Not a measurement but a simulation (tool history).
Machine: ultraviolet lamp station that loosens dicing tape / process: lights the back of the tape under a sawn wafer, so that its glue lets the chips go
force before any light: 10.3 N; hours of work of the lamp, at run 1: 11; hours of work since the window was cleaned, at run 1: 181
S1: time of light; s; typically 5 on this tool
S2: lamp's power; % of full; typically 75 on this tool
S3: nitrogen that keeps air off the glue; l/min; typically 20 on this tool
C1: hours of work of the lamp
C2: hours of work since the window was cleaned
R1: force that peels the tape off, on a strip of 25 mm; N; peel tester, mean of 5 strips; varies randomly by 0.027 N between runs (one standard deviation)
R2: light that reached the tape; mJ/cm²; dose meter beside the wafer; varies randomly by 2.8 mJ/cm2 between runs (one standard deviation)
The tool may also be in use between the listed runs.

run 1 day=0.000 | S1=5 S2=75 S3=20 | C1=11 C2=181 | R1=1.479 R2=374
run 2 day=1.242 | S1=5 S2=75 S3=20 | C1=30 C2=200 | R1=1.517 R2=375
run 3 day=3.217 | S1=5 S2=75 S3=20 | C1=60 C2=230 | R1=1.525 R2=370
run 4 day=4.371 | S1=5 S2=75 S3=20 | C1=78 C2=248 | R1=1.564 R2=365
run 5 day=6.350 | S1=5 S2=75 S3=20 | C1=108 C2=278 | R1=1.540 R2=360
run 6 day=7.492 | S1=5 S2=75 S3=20 | C1=125 C2=295 | R1=1.627 R2=365
run 7 day=8.333 | S1=5 S2=75 S3=20 | C1=138 C2=308 | R1=1.574 R2=364
run 8 day=9.279 | S1=5 S2=75 S3=8 | C1=153 C2=323 | R1=2.301 R2=362
run 9 day=10.479 | S1=5 S2=75 S3=20 | C1=171 C2=341 | R1=1.685 R2=362
run 10 day=11.742 | S1=5 S2=75 S3=20 | C1=190 C2=360 | R1=1.632 R2=358
run 11 day=13.142 | S1=5 S2=75 S3=20 | C1=212 C2=381 | R1=1.683 R2=352
run 12 day=14.779 | S1=5 S2=75 S3=20 | C1=237 C2=407 | R1=1.699 R2=347
run 13 day=16.029 | S1=5 S2=65 S3=20 | C1=256 C2=426 | R1=2.134 R2=304
run 14 day=17.088 | S1=5 S2=65 S3=20 | C1=272 C2=442 | R1=2.147 R2=302
run 15 day=17.938 | S1=5 S2=65 S3=20 | C1=285 C2=455 | R1=2.182 R2=300
run 16 day=19.196 | S1=5 S2=75 S3=20 | C1=304 C2=474 | R1=1.724 R2=343
-- day=19.392 window cleaned of glue's vapour
run 17 day=20.725 | S1=5 S2=75 S3=20 | C1=327 C2=20 | R1=1.853 R2=328
run 18 day=22.317 | S1=5 S2=75 S3=6 | C1=351 C2=45 | R1=2.860 R2=327
run 19 day=24.183 | S1=5 S2=75 S3=6 | C1=380 C2=73 | R1=2.969 R2=325
run 20 day=25.446 | S1=5 S2=75 S3=20 | C1=399 C2=92 | R1=1.956 R2=319
run 21 day=26.375 | S1=5 S2=75 S3=20 | C1=413 C2=107 | R1=1.902 R2=320
run 22 day=27.888 | S1=5 S2=89 S3=20 | C1=436 C2=130 | R1=1.516 R2=376
run 23 day=28.729 | S1=8 S2=97 S3=21 | C1=449 C2=143 | R1=0.452 R2=655
-- day=29.308 window cleaned of glue's vapour, once more
run 24 day=29.704 | S1=8 S2=97 S3=12 | C1=464 C2=6 | R1=0.464 R2=750
run 25 day=30.721 | S1=2 S2=84 S3=6 | C1=479 C2=22 | R1=5.192 R2=163
run 26 day=31.925 | S1=3 S2=71 S3=11 | C1=498 C2=40 | R1=4.059 R2=200
run 27 day=33.846 | S1=6 S2=67 S3=11 | C1=527 C2=69 | R1=1.818 R2=383
run 28 day=34.733 | S1=5 S2=94 S3=7 | C1=541 C2=83 | R1=1.754 R2=444
run 29 day=36.475 | S1=5 S2=94 S3=7 | C1=567 C2=109 | R1=1.836 R2=441
run 30 day=37.271 | S1=5 S2=75 S3=25 | C1=579 C2=122 | R1=1.569 R2=346
run 31 day=38.600 | S1=9 S2=77 S3=15 | C1=600 C2=142 | R1=0.574 R2=642
run 32 day=40.217 | S1=9 S2=77 S3=15 | C1=624 C2=167 | R1=0.583 R2=631
run 33 day=41.479 | S1=9 S2=77 S3=15 | C1=644 C2=186 | R1=0.594 R2=633
run 34 day=43.421 | S1=2 S2=86 S3=26 | C1=673 C2=215 | R1=4.366 R2=154
run 35 day=45.188 | S1=5 S2=99 S3=17 | C1=700 C2=242 | R1=1.163 R2=445
run 36 day=46.525 | S1=5 S2=75 S3=7 | C1=721 C2=263 | R1=2.649 R2=331
run 37 day=47.729 | S1=9 S2=82 S3=20 | C1=739 C2=281 | R1=0.469 R2=649
run 38 day=48.788 | S1=2 S2=75 S3=20 | C1=755 C2=297 | R1=5.082 R2=131
run 39 day=50.362 | S1=2 S2=75 S3=20 | C1=779 C2=321 | R1=5.344 R2=130
run 40 day=52.204 | S1=6 S2=73 S3=15 | C1=807 C2=350 | R1=1.598 R2=376
run 41 day=53.733 | S1=5 S2=75 S3=11 | C1=831 C2=373 | R1=2.467 R2=321
run 42 day=55.146 | S1=5 S2=87 S3=15 | C1=852 C2=394 | R1=1.684 R2=371
run 43 day=56.204 | S1=9 S2=100 S3=15 | C1=868 C2=411 | R1=0.404 R2=758

Below, some changes in R1 between adjacent runs. For each, the amount present without the hidden state too (settings, incoming material, random variation) and the amount remaining for the hidden state with gauge scatter not shared by both compared results:
The tool's hidden condition here consists of: lamp's light, % of a new lamp's; light that the window lets through, % of a clean one's; drift of the gauge itself on peel_n, %; drift of the gauge itself on dose_mj_cm2, %.
Run 24 -> 25: S1 8 -> 2, S2 97 -> 84, S3 12 -> 6. R1 +4.728 N: hidden state +0.239, all else +4.489.
Run 33 -> 34: S1 9 -> 2, S2 77 -> 86, S3 15 -> 26. R1 +3.772 N: hidden state +0.432, all else +3.340.
Run 36 -> 37: S1 5 -> 9, S2 75 -> 82, S3 7 -> 20. R1 -2.180 N: hidden state -0.438, all else -1.742.
Run 37 -> 38: S1 9 -> 2, S2 82 -> 75. R1 +4.613 N: hidden state +0.530, all else +4.083.
